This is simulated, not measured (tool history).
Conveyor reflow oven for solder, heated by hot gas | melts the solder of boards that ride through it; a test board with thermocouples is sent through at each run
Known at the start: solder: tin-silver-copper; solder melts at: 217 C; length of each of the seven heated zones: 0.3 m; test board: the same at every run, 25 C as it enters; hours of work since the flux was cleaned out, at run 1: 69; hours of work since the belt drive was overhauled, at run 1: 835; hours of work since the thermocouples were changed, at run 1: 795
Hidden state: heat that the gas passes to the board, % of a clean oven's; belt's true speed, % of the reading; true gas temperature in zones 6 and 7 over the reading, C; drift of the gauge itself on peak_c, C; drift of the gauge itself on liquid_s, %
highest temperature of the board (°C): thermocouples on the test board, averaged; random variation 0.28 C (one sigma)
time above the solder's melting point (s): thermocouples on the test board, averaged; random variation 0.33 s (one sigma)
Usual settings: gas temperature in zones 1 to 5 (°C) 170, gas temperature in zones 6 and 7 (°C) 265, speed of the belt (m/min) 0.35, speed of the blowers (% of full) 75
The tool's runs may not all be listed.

| run | hour | gas temperature in zones 1 to 5 (°C) | gas temperature in zones 6 and 7 (°C) | speed of the belt (m/min) | speed of the blowers (% of full) | hours of work since the flux was cleaned out | hours of work since the belt drive was overhauled | hours of work since the thermocouples were changed | highest temperature of the board (°C) | time above the solder's melting point (s) |
|---|---|---|---|---|---|---|---|---|---|---|
| 1 | 0.0 | 170 | 265 | 0.35 | 75 | 69 | 835 | 795 | 250.4 | 75.1 |
| 2 | 50.6 | 170 | 265 | 0.35 | 75 | 108 | 874 | 834 | 250.7 | 74.7 |
| 3 | 74.2 | 170 | 265 | 0.35 | 75 | 126 | 892 | 852 | 250.8 | 74.6 |
| 4 | 127.3 | 170 | 265 | 0.35 | 75 | 166 | 932 | 893 | 251.1 | 75.4 |
| 5 | 169.4 | 170 | 265 | 0.35 | 75 | 198 | 965 | 925 | 250.9 | 75.1 |
|  | 208.5 | flux residue cleaned out of gas plates and filters |
| 6 | 211.2 | 170 | 265 | 0.35 | 75 | 2 | 993 | 953 | 251.3 | 75.4 |
| 7 | 253.1 | 170 | 265 | 0.35 | 75 | 34 | 1025 | 985 | 251.2 | 74.9 |
|  | 261.9 | belt drive overhauled, speed set with a stopwatch |
| 8 | 298.5 | 170 | 265 | 0.35 | 75 | 66 | 28 | 1017 | 251.6 | 74.6 |
| 9 | 345.8 | 170 | 265 | 0.35 | 75 | 102 | 64 | 1053 | 251.1 | 74.7 |
|  | 380.1 | thermocouples of zones 6 and 7 changed |
| 10 | 399.2 | 170 | 265 | 0.35 | 75 | 141 | 103 | 15 | 251.0 | 75.6 |
| 11 | 446.5 | 170 | 265 | 0.35 | 75 | 177 | 140 | 51 | 251.6 | 75.3 |
| 12 | 479.9 | 170 | 265 | 0.35 | 75 | 203 | 165 | 76 | 251.3 | 75.1 |
|  | 510.9 | flux residue cleaned out of gas plates and filters |
| 13 | 525.3 | 170 | 265 | 0.35 | 75 | 11 | 196 | 107 | 251.1 | 74.8 |
| 14 | 578.3 | 170 | 265 | 0.35 | 75 | 52 | 237 | 148 | 250.8 | 74.7 |
| 15 | 623.8 | 170 | 265 | 0.35 | 75 | 86 | 271 | 183 | 251.0 | 74.3 |
| 16 | 648.7 | 170 | 265 | 0.35 | 75 | 105 | 290 | 202 | 251.1 | 74.4 |
| 17 | 679.2 | 170 | 265 | 0.35 | 75 | 129 | 314 | 225 | 251.5 | 74.6 |
| 18 | 728.4 | 170 | 265 | 0.35 | 80 | 166 | 351 | 263 | 251.7 | 76.0 |
| 19 | 766.8 | 170 | 265 | 0.35 | 80 | 196 | 381 | 292 | 252.0 | 76.2 |
|  | 810.2 | flux residue cleaned out of gas plates and filters |
| 20 | 815.6 | 170 | 265 | 0.35 | 80 | 4 | 414 | 325 | 252.2 | 76.7 |
| 21 | 856.0 | 170 | 265 | 0.35 | 80 | 35 | 445 | 356 | 251.7 | 75.8 |
| 22 | 902.1 | 170 | 265 | 0.35 | 73 | 70 | 480 | 392 | 250.2 | 73.7 |
| 23 | 954.9 | 170 | 265 | 0.35 | 73 | 111 | 521 | 432 | 250.4 | 74.7 |

The next listed run, before its measurement:
| 24 | 984.2 | 178 | 258 | 0.35 | 61 | 133 | 543 | 454 | ? | ? |

highest temperature of the board (°C): 243.9
time above the solder's melting point (s): 69.7
Without the tool's hidden state the same run would have given highest temperature of the board (°C) 243.9, time above the solder's melting point (s) 69.8.

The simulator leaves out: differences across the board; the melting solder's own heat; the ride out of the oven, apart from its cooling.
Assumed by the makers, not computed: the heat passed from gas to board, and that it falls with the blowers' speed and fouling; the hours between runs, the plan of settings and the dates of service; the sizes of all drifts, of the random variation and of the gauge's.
